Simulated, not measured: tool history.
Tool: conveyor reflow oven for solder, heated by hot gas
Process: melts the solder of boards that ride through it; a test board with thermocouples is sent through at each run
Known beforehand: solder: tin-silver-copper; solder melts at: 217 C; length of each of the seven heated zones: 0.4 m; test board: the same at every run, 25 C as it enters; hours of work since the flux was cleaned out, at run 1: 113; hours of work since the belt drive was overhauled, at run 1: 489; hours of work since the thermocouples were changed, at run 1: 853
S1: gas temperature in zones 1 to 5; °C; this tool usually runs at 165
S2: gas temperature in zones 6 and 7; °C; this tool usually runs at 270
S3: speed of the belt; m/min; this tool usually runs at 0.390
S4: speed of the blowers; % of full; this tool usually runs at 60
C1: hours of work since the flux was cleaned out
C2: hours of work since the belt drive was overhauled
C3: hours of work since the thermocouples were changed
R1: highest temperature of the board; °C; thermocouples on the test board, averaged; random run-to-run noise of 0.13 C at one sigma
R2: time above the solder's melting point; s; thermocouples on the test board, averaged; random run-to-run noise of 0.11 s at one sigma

run	day	S1	S2	S3	S4	C1	C2	C3	R1	R2
1	0.000	165	270	0.390	60	113	489	853	250.6	85.2
2	1.662	165	270	0.390	60	132	508	872	250.4	85.2
3	2.988	165	270	0.390	60	147	523	887	250.3	85.0
4	3.808	165	270	0.390	60	156	533	896	250.1	85.2
5	4.729	165	270	0.390	60	167	543	907	250.0	85.0
6	5.562	165	270	0.348	60	176	552	916	253.7	101.9
7	6.875	165	270	0.348	60	191	567	931	253.9	101.9
8	8.179	170	270	0.348	60	206	582	946	254.4	105.7
9	9.758	170	270	0.348	60	224	600	964	254.3	105.3
# day 10.200: flux residue cleaned out of gas plates and filters
10	11.675	165	281	0.390	60	17	620	983	259.8	95.7
11	12.542	165	281	0.390	60	27	630	993	260.0	95.8
12	13.912	172	281	0.403	76	42	645	1009	264.8	101.1
# day 14.242: belt drive overhauled, speed set with a stopwatch
13	15.633	164	260	0.364	54	60	16	1027	241.3	77.9
14	16.804	151	260	0.352	54	73	29	1040	240.1	72.0
15	17.621	172	276	0.390	78	83	39	1049	261.7	102.5
16	19.233	165	270	0.390	60	101	57	1068	249.7	85.0
17	20.638	165	270	0.390	60	117	73	1084	249.7	85.0
18	21.350	169	279	0.319	81	125	81	1092	269.0	132.8
# day 22.158: belt drive overhauled, speed set with a stopwatch, once more
19	22.446	154	279	0.350	88	136	3	1102	266.5	111.1
20	23.192	165	270	0.345	81	144	12	1111	258.2	110.0
21	24.412	165	281	0.448	60	158	26	1125	253.2	74.8
22	25.700	165	281	0.448	60	173	40	1139	253.2	74.7

3 ways to go on from here, each from the tool as it stands after run 22. What would each give?
# day 25.875: thermocouples of zones 6 and 7 changed
A	26.733	159	281	0.311	63	184	51	10	?	?
# day 25.875: thermocouples of zones 6 and 7 changed
B	26.733	169	281	0.448	57	184	51	10	?	?
# day 25.875: thermocouples of zones 6 and 7 changed
C	26.733	158	281	0.449	59	184	51	10	?	?

run	R1	R2
A	269.3	128.4
B	255.1	78.4
C	253.3	72.0
Take away the tool's hidden state, keep each run's random variation, and the runs would have read:
run	R1	R2
A	269.7	128.7
B	255.8	79.1
C	254.0	72.8
